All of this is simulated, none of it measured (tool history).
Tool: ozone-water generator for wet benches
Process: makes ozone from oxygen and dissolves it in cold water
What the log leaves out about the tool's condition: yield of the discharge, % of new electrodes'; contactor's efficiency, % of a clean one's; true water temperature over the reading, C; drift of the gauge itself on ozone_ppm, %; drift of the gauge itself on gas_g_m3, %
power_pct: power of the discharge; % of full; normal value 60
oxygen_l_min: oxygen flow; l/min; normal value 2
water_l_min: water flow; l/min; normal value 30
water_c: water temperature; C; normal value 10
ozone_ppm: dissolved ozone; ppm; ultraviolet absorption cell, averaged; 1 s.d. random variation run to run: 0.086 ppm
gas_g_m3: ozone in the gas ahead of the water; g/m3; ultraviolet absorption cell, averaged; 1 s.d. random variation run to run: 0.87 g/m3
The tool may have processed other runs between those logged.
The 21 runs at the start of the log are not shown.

run	day	power_pct	oxygen_l_min	water_l_min	water_c	hours of work since the electrodes were changed	hours of work since the contactor was cleaned	hours of work since the thermometer was calibrated	ozone_ppm	gas_g_m3
22	20.429	73	2	30	5	529	4177	3723	7.84	163.3
23	20.975	48	2	30	10	539	4186	3733	5.53	117.9
24	21.733	48	2	30	10	552	4200	3747	5.41	119.3
25	22.308	56	1.98	30	10	562	4210	3757	6.36	133.4
26	23.433	84	3.07	28	10	582	4230	3777	10.29	139.3
27	24.504	74	3.07	28	5	601	4249	3796	9.3	124.9
28	25.079	64	1.31	22	8	612	4259	3806	8.43	191.1
29	26.275	60	1.58	20	10	633	4280	3827	9.4	161.9
30	27.096	60	1.58	20	10	647	4295	3842	9.3	162.3
31	27.912	60	2	26	13	662	4309	3856	7.45	140.3
32	28.904	100	2	30	10	679	4327	3874	9.66	208.5

5 ways to go on from here, each from the tool as it stands after run 32. What would each give?
A	29.733	60	3.26	36	16	694	4341	3888	?	?
B	29.733	58	2	34	13	694	4341	3888	?	?
C	29.733	62	2	29	10	694	4341	3888	?	?
D	29.733	60	2.31	30	14	694	4341	3888	?	?
E	29.733	100	2	18	14	694	4341	3888	?	?

run	ozone_ppm	gas_g_m3
A	6.01	103.3
B	5.5	137.3
C	7.2	142.9
D	6.64	127.1
E	15.48	208.2
With the hidden condition removed and each run's random variation left untouched, the same runs would have given:
run	ozone_ppm	gas_g_m3
A	6.18	104.4
B	5.66	138.7
C	7.39	144.5
D	6.82	128.5
E	15.94	211.5
